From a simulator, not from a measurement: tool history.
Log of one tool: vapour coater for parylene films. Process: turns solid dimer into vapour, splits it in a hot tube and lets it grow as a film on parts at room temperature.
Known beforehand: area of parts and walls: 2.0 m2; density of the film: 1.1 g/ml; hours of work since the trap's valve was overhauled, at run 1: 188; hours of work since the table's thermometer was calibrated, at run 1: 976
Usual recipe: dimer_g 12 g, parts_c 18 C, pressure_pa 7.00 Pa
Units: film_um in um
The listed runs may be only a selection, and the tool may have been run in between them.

run    hour  dimer_g  parts_c  pressure_pa  hours of work since the trap's valve was overhauled  hours of work since the table's thermometer was calibrated  film_um
  1     0.0       12       18         7.00                                                  188                                                         976     3.96
  2    39.1       12       18         7.00                                                  221                                                        1009     3.89
  3    85.3       12       18         7.00                                                  260                                                        1049     3.94
  4   151.5       12       18         7.00                                                  317                                                        1105     3.81
  5   199.2       12       18         7.00                                                  358                                                        1146     3.82
  6   281.4       12       18         7.00                                                  428                                                        1216     3.76
  7   338.4       12       18         7.00                                                  476                                                        1265     3.71
  8   423.1       12       18         7.00                                                  549                                                        1337     3.70
      472.5  -- trap's valve overhauled
  9   493.1       11       18         7.00                                                   18                                                        1393     3.66
 10   569.5       11       18         7.00                                                   83                                                        1458     3.65
 11   649.6       11       18         7.00                                                  151                                                        1527     3.55
 12   702.7       12       18         2.73                                                  196                                                        1572     4.14
 13   763.3       12       18         2.73                                                  248                                                        1624     4.06
 14   833.9       12       18         2.73                                                  308                                                        1684     3.89
 15   902.3       12       18         2.73                                                  367                                                        1743     4.02
      965.7  -- table's thermometer calibrated
 16   992.4       12       18         6.16                                                  443                                                          23     3.98
 17  1079.8       12       18         6.16                                                  517                                                          97     3.93
 18  1144.8       12       18         7.00                                                  573                                                         153     3.85
     1166.6  -- trap's valve overhauled
 19  1204.2       12       18         7.00                                                   32                                                         200     4.26
 20  1250.4       12       18         7.00                                                   71                                                         240     4.10
 21  1329.8       12       18         7.00                                                  139                                                         307     4.12
 22  1375.2       12       23         7.00                                                  178                                                         346     3.21
 23  1429.0       12       18         2.87                                                  224                                                         392     4.31
 24  1494.4       12       18         2.87                                                  280                                                         448     4.19
 25  1540.4       11       18         5.86                                                  319                                                         487     3.62
 26  1605.8        8       13         7.00                                                  375                                                         543     3.30
 27  1692.6       13       16         7.00                                                  449                                                         617     4.65
 28  1731.1       13       16         6.10                                                  482                                                         650     4.59
 29  1806.4       10       27         7.00                                                  546                                                         714     2.06
     1861.7  -- trap's valve overhauled
 30  1863.0       12       18         8.49                                                    1                                                         759     4.02
 31  1937.0       15       14         5.76                                                   64                                                         822     6.23
 32  1975.6        6       14         2.41                                                   97                                                         855     2.60
 33  2064.1       16       12         3.27                                                  173                                                         931     6.93
 34  2119.0        5       27         7.74                                                  220                                                         978     1.10
 35  2190.8       15       18         2.71                                                  281                                                        1039     5.18
 36  2270.8       13       11         2.71                                                  349                                                        1107     5.52
 37  2317.0       13       13         2.71                                                  389                                                        1147     5.45
 38  2387.4       10       14         8.62                                                  449                                                        1207     3.77
 39  2448.7        5       28         8.62                                                  501                                                        1259     0.98
 40  2488.4       11       28         9.53                                                  535                                                        1293     2.06
 41  2537.7       11       28         9.53                                                  577                                                        1335     2.10
     2559.2  -- trap's valve overhauled
 42  2628.9       14       16         5.86                                                   59                                                        1409     5.19
 43  2709.8       14       16         5.86                                                  129                                                        1479     5.06
 44  2777.2       12       12         9.28                                                  186                                                        1536     5.09
 45  2844.2       16       18         7.00                                                  243                                                        1593     5.09
 46  2931.7       16       18         7.00                                                  318                                                        1668     5.10

Difference, measured minus no-hidden-state, one row per run. Run-to-run variation is common to both terms; the gauge's own scatter need not be:
What the log doesn't record here: vapour lost through the trap's worn valve, %; true temperature of the parts over the reading, C; drift of the gauge itself on film_um, %.
run  film_um
  1    -0.32
  2    -0.34
  3    -0.37
  4    -0.40
  5    -0.44
  6    -0.49
  7    -0.52
  8    -0.59
  9    -0.26
 10    -0.31
 11    -0.35
 12    -0.44
 13    -0.48
 14    -0.52
 15    -0.56
 16    -0.29
 17    -0.35
 18    -0.39
 19    -0.08
 20    -0.10
 21    -0.16
 22    -0.15
 23    -0.24
 24    -0.28
 25    -0.28
 26    -0.27
 27    -0.49
 28    -0.51
 29    -0.26
 30    -0.12
 31    -0.27
 32    -0.07
 33    -0.21
 34    -0.08
 35    -0.47
 36    -0.33
 37    -0.35
 38    -0.48
 39    -0.13
 40    -0.30
 41    -0.32
 42    -0.36
 43    -0.43
 44    -0.28
 45    -0.55
 46    -0.64

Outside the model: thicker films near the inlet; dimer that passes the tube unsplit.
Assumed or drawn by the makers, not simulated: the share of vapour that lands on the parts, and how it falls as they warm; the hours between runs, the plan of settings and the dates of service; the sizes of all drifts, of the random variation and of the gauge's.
